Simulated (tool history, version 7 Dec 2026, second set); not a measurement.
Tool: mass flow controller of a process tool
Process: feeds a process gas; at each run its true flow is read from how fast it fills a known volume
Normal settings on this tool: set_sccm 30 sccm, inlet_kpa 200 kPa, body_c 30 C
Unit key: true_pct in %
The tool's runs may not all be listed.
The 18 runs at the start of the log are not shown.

run	hour	set_sccm	inlet_kpa	body_c	true_pct
19	4500.6	48	200	27	97.82
# hour 4533.3: controller's zero set anew
20	4707.4	24	141	32	95.46
21	4930.8	24	141	32	95.57
22	5211.2	24	141	32	95.5
23	5410.6	15	173	32	93.36
24	5718.3	30	185	30	95.96
# hour 5746.1: controller's zero set anew, once more
25	5911.2	29	185	30	98.09
26	6193.6	44	256	29	98
27	6464.5	44	256	29	98.1
28	6752.6	44	260	29	98.04
29	6931.8	44	260	29	98
30	7250.2	30	234	32	97.5
31	7611.4	30	234	32	97.36
32	7986.2	30	234	32	97.48
33	8276.4	30	234	32	97.41
34	8559.2	11	200	30	96.22
35	8747.7	30	145	21	98.33

Forecast each of these 4 alternatives for the next run:
A	9071.1	30	271	28	?
B	9071.1	78	202	21	?
C	9071.1	20	255	26	?
D	9071.1	30	219	30	?

run	true_pct
A	97.31
B	99.9
C	96.7
D	97.48
Without the tool's unlogged condition, the same runs would have read:
run	true_pct
A	97.13
B	99.37
C	96.83
D	97.31
